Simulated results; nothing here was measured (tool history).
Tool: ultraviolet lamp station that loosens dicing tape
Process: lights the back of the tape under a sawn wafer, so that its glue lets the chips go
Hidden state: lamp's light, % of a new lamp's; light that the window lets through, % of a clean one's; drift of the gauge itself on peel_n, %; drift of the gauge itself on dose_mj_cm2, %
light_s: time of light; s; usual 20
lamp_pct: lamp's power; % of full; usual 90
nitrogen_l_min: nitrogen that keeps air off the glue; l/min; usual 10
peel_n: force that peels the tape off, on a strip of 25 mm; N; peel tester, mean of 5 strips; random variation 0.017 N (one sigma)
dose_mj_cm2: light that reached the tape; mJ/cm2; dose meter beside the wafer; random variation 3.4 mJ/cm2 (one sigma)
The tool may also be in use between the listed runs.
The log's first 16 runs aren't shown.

| run | day | light_s | lamp_pct | nitrogen_l_min | hours of work of the lamp | hours of work since the window was cleaned | peel_n | dose_mj_cm2 |
|---|---|---|---|---|---|---|---|---|
| 17 | 5.133 | 20 | 90 | 5 | 353 | 154 | 1.403 | 554 |
| 18 | 5.338 | 20 | 90 | 5 | 356 | 157 | 1.360 | 553 |
| 19 | 5.779 | 20 | 90 | 5 | 363 | 164 | 1.290 | 551 |
| 20 | 6.000 | 20 | 90 | 10 | 367 | 168 | 0.794 | 549 |
| 21 | 6.450 | 20 | 90 | 10 | 374 | 175 | 0.806 | 551 |
| 22 | 6.804 | 20 | 90 | 10 | 380 | 181 | 0.819 | 546 |
| 23 | 7.104 | 20 | 93 | 12 | 385 | 186 | 0.658 | 570 |
| 24 | 7.500 | 13 | 68 | 6 | 391 | 192 | 3.172 | 273 |
| 25 | 7.742 | 13 | 68 | 15 | 395 | 196 | 2.141 | 273 |
| 26 | 8.175 | 14 | 68 | 6 | 402 | 203 | 2.965 | 289 |
| 27 | 8.412 | 20 | 90 | 14 | 406 | 207 | 0.620 | 554 |
| 28 | 8.858 | 20 | 90 | 10 | 413 | 214 | 0.821 | 550 |
| 29 | 9.175 | 20 | 96 | 3 | 418 | 219 | 1.704 | 588 |
| 30 | 9.654 | 20 | 70 | 4 | 426 | 227 | 2.324 | 424 |
| 31 | 9.938 | 20 | 88 | 10 | 430 | 231 | 0.837 | 540 |
| 32 | 10.396 | 19 | 88 | 10 | 438 | 239 | 0.946 | 515 |
| 33 | 10.667 | 19 | 88 | 10 | 442 | 243 | 0.928 | 513 |
| 34 | 11.008 | 10 | 76 | 10 | 448 | 249 | 3.181 | 234 |
| 35 | 11.488 | 27 | 69 | 3 | 455 | 256 | 1.850 | 565 |
| 36 | 11.779 | 32 | 99 | 10 | 460 | 261 | 0.295 | 972 |
| 37 | 12.175 | 22 | 66 | 17 | 466 | 267 | 0.862 | 447 |

The next listed run, before its measurement:
| 38 | 12.612 | 16 | 88 | 17 | 473 | 274 | ? | ? |

{"run 38": {"peel_n": 0.919, "dose_mj_cm2": 432}}
Without the tool's hidden state the same run would have given peel_n 0.917 N, dose_mj_cm2 432 mJ/cm2.
